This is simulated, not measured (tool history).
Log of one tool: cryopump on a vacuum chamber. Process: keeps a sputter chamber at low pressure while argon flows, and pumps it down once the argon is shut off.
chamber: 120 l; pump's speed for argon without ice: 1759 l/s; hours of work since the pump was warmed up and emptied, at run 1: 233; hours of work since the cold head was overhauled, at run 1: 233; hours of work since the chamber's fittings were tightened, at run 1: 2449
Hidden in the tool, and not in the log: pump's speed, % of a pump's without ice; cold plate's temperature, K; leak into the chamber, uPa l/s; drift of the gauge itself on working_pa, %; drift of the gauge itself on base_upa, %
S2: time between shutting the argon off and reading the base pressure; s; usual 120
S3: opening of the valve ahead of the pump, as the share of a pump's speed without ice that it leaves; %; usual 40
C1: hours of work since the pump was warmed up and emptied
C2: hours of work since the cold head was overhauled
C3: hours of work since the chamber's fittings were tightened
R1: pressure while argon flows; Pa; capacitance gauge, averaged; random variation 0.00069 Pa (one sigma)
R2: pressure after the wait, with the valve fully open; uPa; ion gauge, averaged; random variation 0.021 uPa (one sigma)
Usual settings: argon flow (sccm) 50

run 1 day=0 | argon_flow_(sccm)=50 S2=120 S3=40 | C1=233 C2=233 C3=2449 | R1=0.1231 R2=1.25
run 2 day=0.738 | argon_flow_(sccm)=50 S2=120 S3=40 | C1=242 C2=242 C3=2458 | R1=0.1228 R2=1.25
run 3 day=1.425 | argon_flow_(sccm)=50 S2=80 S3=40 | C1=251 C2=251 C3=2467 | R1=0.1223 R2=1.36
run 4 day=2.746 | argon_flow_(sccm)=50 S2=120 S3=40 | C1=267 C2=267 C3=2483 | R1=0.1235 R2=1.28
run 5 day=3.833 | argon_flow_(sccm)=50 S2=120 S3=40 | C1=281 C2=281 C3=2497 | R1=0.1239 R2=1.26
run 6 day=4.825 | argon_flow_(sccm)=50 S2=120 S3=40 | C1=293 C2=293 C3=2509 | R1=0.1243 R2=1.27
run 7 day=6.242 | argon_flow_(sccm)=50 S2=120 S3=40 | C1=311 C2=311 C3=2527 | R1=0.124 R2=1.27
run 8 day=7.388 | argon_flow_(sccm)=86 S2=120 S3=40 | C1=325 C2=325 C3=2541 | R1=0.212 R2=1.29
run 9 day=8.629 | argon_flow_(sccm)=50 S2=141 S3=40 | C1=341 C2=341 C3=2557 | R1=0.1243 R2=1.23
-- day=9.862 leaking fittings of the chamber tightened, without venting
run 10 day=10.012 | argon_flow_(sccm)=50 S2=141 S3=40 | C1=357 C2=357 C3=2 | R1=0.1236 R2=0.45
run 11 day=11.008 | argon_flow_(sccm)=50 S2=141 S3=40 | C1=369 C2=369 C3=14 | R1=0.1236 R2=0.44
run 12 day=12.092 | argon_flow_(sccm)=50 S2=141 S3=40 | C1=383 C2=383 C3=28 | R1=0.1242 R2=0.51
run 13 day=12.858 | argon_flow_(sccm)=50 S2=120 S3=43 | C1=392 C2=392 C3=37 | R1=0.1167 R2=0.51
run 14 day=13.704 | argon_flow_(sccm)=50 S2=204 S3=47 | C1=403 C2=403 C3=48 | R1=0.1064 R2=0.4
run 15 day=14.967 | argon_flow_(sccm)=35 S2=37 S3=21 | C1=419 C2=419 C3=64 | R1=0.1643 R2=1.14
run 16 day=15.975 | argon_flow_(sccm)=35 S2=37 S3=21 | C1=431 C2=431 C3=76 | R1=0.1631 R2=1.16
run 17 day=16.771 | argon_flow_(sccm)=38 S2=126 S3=16 | C1=441 C2=441 C3=86 | R1=0.2325 R2=0.5
run 18 day=17.417 | argon_flow_(sccm)=38 S2=126 S3=16 | C1=449 C2=449 C3=94 | R1=0.2321 R2=0.54

The next listed run, before its measurement:
run 19 day=18.525 | argon_flow_(sccm)=38 S2=126 S3=16 | C1=463 C2=463 C3=108 | R1=? R2=?

{"run 19": {"R1": 0.234, "R2": 0.56}}
Without the tool's hidden state the same run would have given R1 0.2296 Pa, R2 0.47 uPa.
